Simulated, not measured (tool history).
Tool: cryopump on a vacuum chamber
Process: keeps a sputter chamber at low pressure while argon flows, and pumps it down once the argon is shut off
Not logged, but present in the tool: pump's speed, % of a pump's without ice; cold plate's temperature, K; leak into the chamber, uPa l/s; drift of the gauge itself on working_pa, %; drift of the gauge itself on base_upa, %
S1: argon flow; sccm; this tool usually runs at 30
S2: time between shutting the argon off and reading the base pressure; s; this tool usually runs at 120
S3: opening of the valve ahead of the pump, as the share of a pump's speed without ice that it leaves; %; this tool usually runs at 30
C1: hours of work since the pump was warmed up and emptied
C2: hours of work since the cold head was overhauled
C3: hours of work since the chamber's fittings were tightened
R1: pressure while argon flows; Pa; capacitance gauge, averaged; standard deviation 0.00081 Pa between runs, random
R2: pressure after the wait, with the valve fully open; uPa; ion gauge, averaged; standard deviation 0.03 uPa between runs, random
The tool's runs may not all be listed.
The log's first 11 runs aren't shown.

| run | day | S1 | S2 | S3 | C1 | C2 | C3 | R1 | R2 |
|---|---|---|---|---|---|---|---|---|---|
| 12 | 5.958 | 53 | 120 | 30 | 163 | 163 | 1959 | 0.3103 | 3.37 |
| 13 | 6.517 | 21 | 120 | 30 | 170 | 170 | 1966 | 0.1238 | 3.40 |
| 14 | 7.262 | 21 | 48 | 30 | 179 | 179 | 1975 | 0.1228 | 5.23 |
| 15 | 7.908 | 31 | 120 | 30 | 187 | 187 | 1982 | 0.1817 | 3.47 |
| 16 | 8.283 | 31 | 120 | 30 | 191 | 191 | 1987 | 0.1833 | 3.35 |
| 17 | 9.038 | 30 | 120 | 30 | 200 | 200 | 1996 | 0.1772 | 3.36 |
| 18 | 9.396 | 30 | 120 | 30 | 205 | 205 | 2001 | 0.1768 | 3.54 |
| 19 | 10.058 | 30 | 43 | 30 | 213 | 213 | 2009 | 0.1756 | 5.74 |
| 20 | 10.688 | 14 | 24 | 22 | 221 | 221 | 2016 | 0.1121 | 8.44 |
| 21 | 11.196 | 21 | 24 | 22 | 227 | 227 | 2023 | 0.1686 | 8.33 |
| 22 | 11.567 | 30 | 70 | 30 | 231 | 231 | 2027 | 0.1787 | 4.45 |
| 23 | 12.012 | 30 | 70 | 30 | 237 | 237 | 2032 | 0.1776 | 4.40 |
| 24 | 12.904 | 30 | 70 | 30 | 248 | 248 | 2043 | 0.1782 | 4.35 |

Run 25 comes next. What will it give?
| 25 | 13.325 | 47 | 48 | 30 | 253 | 253 | 2049 | ? | ? |

Run 25 came out at R1 0.2799 Pa, R2 5.23 uPa.
Minus the tool's unlogged condition, the same run would have read R1 0.2672 Pa, R2 3.27 uPa.

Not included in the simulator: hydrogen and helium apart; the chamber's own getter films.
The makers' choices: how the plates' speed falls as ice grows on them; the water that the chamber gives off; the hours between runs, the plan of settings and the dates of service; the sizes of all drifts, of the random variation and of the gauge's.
